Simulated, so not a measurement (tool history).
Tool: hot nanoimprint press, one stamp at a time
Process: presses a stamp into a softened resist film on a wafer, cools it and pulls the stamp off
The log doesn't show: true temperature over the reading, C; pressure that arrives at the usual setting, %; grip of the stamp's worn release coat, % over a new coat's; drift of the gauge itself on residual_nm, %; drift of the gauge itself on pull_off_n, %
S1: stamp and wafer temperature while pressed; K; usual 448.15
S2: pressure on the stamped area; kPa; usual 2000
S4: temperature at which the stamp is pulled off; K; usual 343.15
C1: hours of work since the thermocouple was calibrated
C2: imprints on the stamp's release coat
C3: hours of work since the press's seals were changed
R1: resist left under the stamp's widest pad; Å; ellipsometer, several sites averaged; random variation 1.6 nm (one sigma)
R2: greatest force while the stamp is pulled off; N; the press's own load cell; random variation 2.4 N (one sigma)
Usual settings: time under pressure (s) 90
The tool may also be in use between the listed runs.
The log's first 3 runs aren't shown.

run 4 hour=30.7 | S1=448.15 S2=2000 time_under_pressure_(s)=90 S4=343.15 | C1=47 C2=556 C3=210 | R1=4128 R2=169
run 5 hour=37.2 | S1=448.15 S2=2000 time_under_pressure_(s)=90 S4=343.15 | C1=50 C2=570 C3=212 | R1=4137 R2=171
run 6 hour=47.5 | S1=448.15 S2=2000 time_under_pressure_(s)=90 S4=343.15 | C1=54 C2=592 C3=217 | R1=4155 R2=171
run 7 hour=55.4 | S1=448.15 S2=2000 time_under_pressure_(s)=90 S4=343.15 | C1=58 C2=609 C3=220 | R1=4154 R2=170
-- hour=66.6 stamp cleaned and given a new release coat
run 8 hour=70.4 | S1=448.15 S2=2000 time_under_pressure_(s)=90 S4=343.15 | C1=61 C2=8 C3=224 | R1=4117 R2=142
run 9 hour=78.4 | S1=448.15 S2=2000 time_under_pressure_(s)=90 S4=343.15 | C1=65 C2=25 C3=227 | R1=4146 R2=140
run 10 hour=87.4 | S1=448.15 S2=2000 time_under_pressure_(s)=90 S4=343.15 | C1=68 C2=44 C3=231 | R1=4150 R2=147
run 11 hour=94.9 | S1=448.15 S2=2000 time_under_pressure_(s)=90 S4=343.15 | C1=72 C2=60 C3=234 | R1=4139 R2=142
run 12 hour=102 | S1=448.15 S2=2000 time_under_pressure_(s)=123 S4=343.15 | C1=75 C2=75 C3=237 | R1=3792 R2=148
run 13 hour=112.5 | S1=448.15 S2=2000 time_under_pressure_(s)=123 S4=343.15 | C1=79 C2=98 C3=241 | R1=3784 R2=143
run 14 hour=125.1 | S1=448.15 S2=2000 time_under_pressure_(s)=123 S4=343.15 | C1=84 C2=124 C3=247 | R1=3810 R2=145
run 15 hour=133.8 | S1=448.15 S2=2000 time_under_pressure_(s)=123 S4=343.15 | C1=88 C2=143 C3=250 | R1=3789 R2=147
run 16 hour=146.8 | S1=448.15 S2=2000 time_under_pressure_(s)=123 S4=343.15 | C1=93 C2=171 C3=256 | R1=3795 R2=147
run 17 hour=153.1 | S1=459.15 S2=1730 time_under_pressure_(s)=134 S4=333.15 | C1=96 C2=184 C3=258 | R1=2576 R2=163
run 18 hour=163.1 | S1=459.15 S2=1730 time_under_pressure_(s)=134 S4=333.15 | C1=100 C2=205 C3=262 | R1=2571 R2=160
run 19 hour=170.1 | S1=448.15 S2=2000 time_under_pressure_(s)=90 S4=331.15 | C1=103 C2=220 C3=265 | R1=4160 R2=162
run 20 hour=181.1 | S1=448.15 S2=3140 time_under_pressure_(s)=49 S4=343.15 | C1=108 C2=244 C3=270 | R1=4084 R2=147
run 21 hour=194.2 | S1=444.15 S2=2060 time_under_pressure_(s)=57 S4=336.15 | C1=113 C2=272 C3=275 | R1=5279 R2=163
run 22 hour=206.5 | S1=448.15 S2=2000 time_under_pressure_(s)=90 S4=339.15 | C1=118 C2=298 C3=281 | R1=4173 R2=158
-- hour=210.7 plate thermocouple calibrated
run 23 hour=220.3 | S1=448.15 S2=2000 time_under_pressure_(s)=71 S4=343.15 | C1=4 C2=321 C3=285 | R1=4492 R2=159
run 24 hour=230.9 | S1=449.15 S2=2000 time_under_pressure_(s)=90 S4=343.15 | C1=8 C2=343 C3=290 | R1=4073 R2=157
run 25 hour=238.2 | S1=449.15 S2=2000 time_under_pressure_(s)=90 S4=343.15 | C1=12 C2=359 C3=293 | R1=4063 R2=153
run 26 hour=249.1 | S1=450.15 S2=2010 time_under_pressure_(s)=140 S4=343.15 | C1=16 C2=382 C3=297 | R1=3373 R2=159
-- hour=257 plate thermocouple calibrated, once more
run 27 hour=265.4 | S1=450.15 S2=2010 time_under_pressure_(s)=140 S4=343.15 | C1=4 C2=410 C3=303 | R1=3325 R2=160

The next listed run, before its measurement:
run 28 hour=273.6 | S1=450.15 S2=2010 time_under_pressure_(s)=140 S4=347.15 | C1=7 C2=428 C3=306 | R1=? R2=?

R1: 3336 Å
R2: 155 N
Without the tool's hidden state the same run would have given R1 3300 Å, R2 135 N.
